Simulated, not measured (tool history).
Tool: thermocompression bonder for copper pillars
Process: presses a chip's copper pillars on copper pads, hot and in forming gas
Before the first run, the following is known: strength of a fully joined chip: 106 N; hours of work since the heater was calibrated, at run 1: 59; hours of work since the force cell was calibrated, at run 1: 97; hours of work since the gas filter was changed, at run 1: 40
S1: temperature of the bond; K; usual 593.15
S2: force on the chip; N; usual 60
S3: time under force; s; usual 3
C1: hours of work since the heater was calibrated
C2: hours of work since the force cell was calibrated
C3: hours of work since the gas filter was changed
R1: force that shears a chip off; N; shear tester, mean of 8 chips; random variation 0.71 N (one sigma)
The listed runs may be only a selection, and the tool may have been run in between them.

| run | day | S1 | S2 | S3 | C1 | C2 | C3 | R1 |
|---|---|---|---|---|---|---|---|---|
| 1 | 0 | 593.15 | 60 | 3 | 59 | 97 | 40 | 68.9 |
| 2 | 0.221 | 593.15 | 60 | 3 | 62 | 100 | 43 | 67.9 |
| 3 | 0.458 | 593.15 | 60 | 3 | 66 | 103 | 46 | 69.4 |
| 4 | 0.704 | 593.15 | 60 | 3 | 69 | 107 | 50 | 68.3 |
| 5 | 1.167 | 593.15 | 60 | 3 | 76 | 113 | 56 | 68.7 |
| 6 | 1.583 | 593.15 | 60 | 3 | 82 | 119 | 62 | 67.7 |
| 7 | 2.05 | 579.15 | 60 | 3 | 88 | 126 | 69 | 62 |
| 8 | 2.412 | 579.15 | 60 | 3 | 93 | 131 | 74 | 61.5 |
| 9 | 2.654 | 583.15 | 42 | 3 | 97 | 135 | 77 | 52.2 |
| 10 | 3.054 | 593.15 | 60 | 3 | 103 | 140 | 83 | 67 |
| 11 | 3.5 | 574.15 | 39 | 7 | 109 | 147 | 89 | 59.8 |
| 12 | 3.912 | 604.15 | 53 | 5 | 115 | 153 | 95 | 76.7 |
| 13 | 4.221 | 609.15 | 57 | 4 | 119 | 157 | 100 | 77.5 |
| 14 | 4.654 | 610.15 | 51 | 2 | 125 | 163 | 106 | 62.4 |

Below, some changes in R1 between adjacent runs. For each, the amount present without the hidden state too (settings, incoming material, random variation) and the amount remaining for the hidden state with gauge scatter not shared by both compared results:
Hidden state present: true temperature of the bond over the reading, C; force that reaches the chip, % of what is set; oxide that the forming gas leaves, % of the face; drift of the gauge itself on shear_n, %.
Run 11 -> 12: S1 574.15 -> 604.15, S2 39 -> 53, S3 7 -> 5. R1 +16.9 N: hidden state -0.5, all else +17.4.
